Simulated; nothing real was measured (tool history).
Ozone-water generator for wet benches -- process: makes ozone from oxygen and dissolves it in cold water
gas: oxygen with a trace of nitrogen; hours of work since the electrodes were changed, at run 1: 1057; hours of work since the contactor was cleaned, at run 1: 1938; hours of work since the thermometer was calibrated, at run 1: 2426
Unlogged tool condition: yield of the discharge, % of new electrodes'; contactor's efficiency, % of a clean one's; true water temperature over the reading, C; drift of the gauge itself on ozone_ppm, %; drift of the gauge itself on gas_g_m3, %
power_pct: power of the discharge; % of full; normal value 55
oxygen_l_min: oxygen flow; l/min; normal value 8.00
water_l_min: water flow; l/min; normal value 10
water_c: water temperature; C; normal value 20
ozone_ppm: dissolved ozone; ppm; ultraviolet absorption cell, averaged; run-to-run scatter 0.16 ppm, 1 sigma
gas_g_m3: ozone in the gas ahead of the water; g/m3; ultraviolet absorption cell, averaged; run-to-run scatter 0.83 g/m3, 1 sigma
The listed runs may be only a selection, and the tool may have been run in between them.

run   hour  power_pct  oxygen_l_min  water_l_min  water_c  hours of work since the electrodes were changed  hours of work since the contactor was cleaned  hours of work since the thermometer was calibrated  ozone_ppm  gas_g_m3
  1    0.0         55          8.00           10       20                                             1057                                           1938                                                2426       20.0     128.8
  2   26.0         55          8.00           10       15                                             1075                                           1956                                                2444       22.3     129.5
  3   68.5         55          8.00           10       20                                             1105                                           1986                                                2474       20.0     128.8
  4   92.0         55          8.00           10       20                                             1121                                           2002                                                2491       20.0     129.6
  5  123.1         55          8.00           10       20                                             1143                                           2024                                                2512       19.9     129.6
  6  149.3         55          8.00           10       20                                             1162                                           2042                                                2531       19.3     129.1
  7  172.5         55          8.00           10       20                                             1178                                           2059                                                2547       20.2     128.4
  8  203.0         55          8.00           10       20                                             1199                                           2080                                                2569       20.0     129.2
  9  240.4         55          8.00           10       20                                             1226                                           2106                                                2595       20.1     130.0
 10  280.7         55          8.00           10       20                                             1254                                           2135                                                2623       20.0     128.1
 11  308.9         90          5.84           15       14                                             1274                                           2154                                                2643       26.6     229.7
 12  345.9         64          5.84           15       14                                             1300                                           2180                                                2669       20.4     177.5
 13  371.9         72          5.84           15       17                                             1318                                           2199                                                2687       21.3     192.1
 14  408.7         72          5.84           15       17                                             1344                                           2224                                                2713       21.2     194.6
 15  441.8         72          5.84           15       17                                             1367                                           2248                                                2736       21.2     192.4
 16  461.8         45          7.47           10       25                                             1381                                           2262                                                2750       15.5     115.1
 17  501.0         55          7.06            6       24                                             1408                                           2289                                                2778       24.4     141.4
 18  536.3         55          7.06            6       24                                             1433                                           2314                                                2802       24.2     140.4
 19  571.0         55          7.06            6       24                                             1458                                           2338                                                2827       24.0     137.7

Predict each of these 4 candidate next runs independently; none follows another, all start after run 19:
  A  608.4         45          7.06            8       26                                             1484                                           2364                                                2853          ?         ?
  B  608.4         55          8.00            6       20                                             1484                                           2364                                                2853          ?         ?
  C  608.4         55          9.61            8       18                                             1484                                           2364                                                2853          ?         ?
  D  608.4         60          8.00           10       20                                             1484                                           2364                                                2853          ?         ?

run  ozone_ppm  gas_g_m3
  A       17.3     119.4
  B       25.5     128.5
  C       21.8     112.5
  D       20.8     137.3
Without the tool's unlogged condition, the same runs would have read:
run  ozone_ppm  gas_g_m3
  A       18.4     123.5
  B       27.3     133.9
  C       23.4     117.2
  D       22.4     143.5

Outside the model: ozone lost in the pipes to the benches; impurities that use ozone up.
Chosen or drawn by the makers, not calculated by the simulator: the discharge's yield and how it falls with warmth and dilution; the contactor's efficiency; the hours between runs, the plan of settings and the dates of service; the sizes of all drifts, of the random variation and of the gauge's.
